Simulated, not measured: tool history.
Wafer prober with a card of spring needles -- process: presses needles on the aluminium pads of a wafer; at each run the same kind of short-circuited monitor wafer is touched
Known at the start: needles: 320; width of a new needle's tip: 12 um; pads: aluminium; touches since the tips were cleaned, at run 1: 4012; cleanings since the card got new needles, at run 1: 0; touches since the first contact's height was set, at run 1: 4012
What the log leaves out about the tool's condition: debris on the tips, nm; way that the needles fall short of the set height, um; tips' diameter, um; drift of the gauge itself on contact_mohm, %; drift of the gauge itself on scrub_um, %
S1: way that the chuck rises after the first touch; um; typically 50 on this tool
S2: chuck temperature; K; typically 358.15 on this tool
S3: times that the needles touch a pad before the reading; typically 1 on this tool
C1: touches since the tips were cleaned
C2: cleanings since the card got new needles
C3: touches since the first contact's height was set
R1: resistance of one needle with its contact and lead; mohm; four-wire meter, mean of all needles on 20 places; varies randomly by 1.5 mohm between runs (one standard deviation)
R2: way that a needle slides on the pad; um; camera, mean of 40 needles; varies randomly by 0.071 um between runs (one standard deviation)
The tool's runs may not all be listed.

| run | hour | S1 | S2 | S3 | C1 | C2 | C3 | R1 | R2 |
|---|---|---|---|---|---|---|---|---|---|
| 1 | 0.0 | 50 | 358.15 | 1 | 4012 | 0 | 4012 | 201 | 9.44 |
|  | 9.7 | tips cleaned on abrasive film |
| 2 | 10.5 | 50 | 305.15 | 1 | 277 | 1 | 7359 | 144 | 9.57 |
| 3 | 21.7 | 50 | 305.15 | 1 | 3874 | 1 | 10956 | 199 | 9.49 |
| 4 | 29.0 | 50 | 305.15 | 1 | 6210 | 1 | 13292 | 214 | 9.38 |
|  | 31.7 | tips cleaned on abrasive film |
| 5 | 37.4 | 50 | 336.15 | 1 | 1841 | 2 | 15960 | 177 | 9.55 |
| 6 | 47.0 | 50 | 358.15 | 1 | 4899 | 2 | 19018 | 207 | 9.44 |
|  | 53.4 | tips cleaned on abrasive film |
| 7 | 54.2 | 50 | 358.15 | 1 | 258 | 3 | 21312 | 149 | 9.47 |
| 8 | 60.2 | 50 | 358.15 | 1 | 2174 | 3 | 23228 | 183 | 9.35 |
| 9 | 65.3 | 50 | 358.15 | 1 | 3813 | 3 | 24867 | 199 | 9.36 |
| 10 | 73.6 | 50 | 307.15 | 1 | 6472 | 3 | 27526 | 220 | 9.34 |
|  | 75.1 | tips cleaned on abrasive film |
| 11 | 79.9 | 50 | 307.15 | 1 | 1529 | 4 | 29517 | 171 | 9.44 |
| 12 | 90.8 | 50 | 307.15 | 1 | 5028 | 4 | 33016 | 210 | 9.51 |
|  | 96.5 | tips cleaned on abrasive film |
| 13 | 100.8 | 50 | 307.15 | 1 | 1383 | 5 | 36186 | 165 | 9.37 |
| 14 | 110.1 | 50 | 307.15 | 1 | 4371 | 5 | 39174 | 204 | 9.42 |
| 15 | 117.2 | 50 | 372.15 | 2 | 6637 | 5 | 41440 | 187 | 9.30 |
|  | 118.1 | tips cleaned on abrasive film |
| 16 | 126.6 | 57 | 307.15 | 3 | 2728 | 6 | 44433 | 144 | 10.64 |
| 17 | 134.3 | 57 | 307.15 | 3 | 5201 | 6 | 46906 | 152 | 10.68 |
|  | 139.9 | tips cleaned on abrasive film |
| 18 | 141.7 | 44 | 351.15 | 1 | 586 | 7 | 49249 | 161 | 8.12 |
| 19 | 146.3 | 44 | 351.15 | 1 | 2063 | 7 | 50726 | 191 | 8.27 |
| 20 | 154.6 | 50 | 371.15 | 1 | 4714 | 7 | 53377 | 213 | 9.55 |
|  | 161.3 | tips cleaned on abrasive film |
| 21 | 162.1 | 32 | 391.15 | 2 | 261 | 8 | 55764 | 161 | 5.94 |
| 22 | 171.2 | 36 | 388.15 | 1 | 3182 | 8 | 58685 | 244 | 6.70 |
| 23 | 177.3 | 45 | 358.15 | 1 | 5114 | 8 | 60617 | 231 | 8.37 |

5 ways to go on from here, each from the tool as it stands after run 23. What would each give?
|  | 182.7 | tips cleaned on abrasive film |
| A | 187.3 | 58 | 323.15 | 1 | 1457 | 9 | 63800 | ? | ? |
|  | 182.7 | tips cleaned on abrasive film |
| B | 187.3 | 60 | 358.15 | 1 | 1457 | 9 | 63800 | ? | ? |
|  | 182.7 | tips cleaned on abrasive film |
| C | 187.3 | 53 | 393.15 | 3 | 1457 | 9 | 63800 | ? | ? |
|  | 182.7 | tips cleaned on abrasive film |
| D | 187.3 | 50 | 304.15 | 1 | 1457 | 9 | 63800 | ? | ? |
|  | 182.7 | tips cleaned on abrasive film |
| E | 187.3 | 67 | 342.15 | 1 | 1457 | 9 | 63800 | ? | ? |

| run | R1 | R2 |
|---|---|---|
| A | 163 | 10.77 |
| B | 168 | 11.20 |
| C | 150 | 10.02 |
| D | 173 | 9.41 |
| E | 164 | 12.56 |
Stripped of hidden state, with their random variation kept, the same runs would have yielded:
| run | R1 | R2 |
|---|---|---|
| A | 126 | 10.96 |
| B | 132 | 11.39 |
| C | 137 | 10.22 |
| D | 127 | 9.61 |
| E | 129 | 12.76 |

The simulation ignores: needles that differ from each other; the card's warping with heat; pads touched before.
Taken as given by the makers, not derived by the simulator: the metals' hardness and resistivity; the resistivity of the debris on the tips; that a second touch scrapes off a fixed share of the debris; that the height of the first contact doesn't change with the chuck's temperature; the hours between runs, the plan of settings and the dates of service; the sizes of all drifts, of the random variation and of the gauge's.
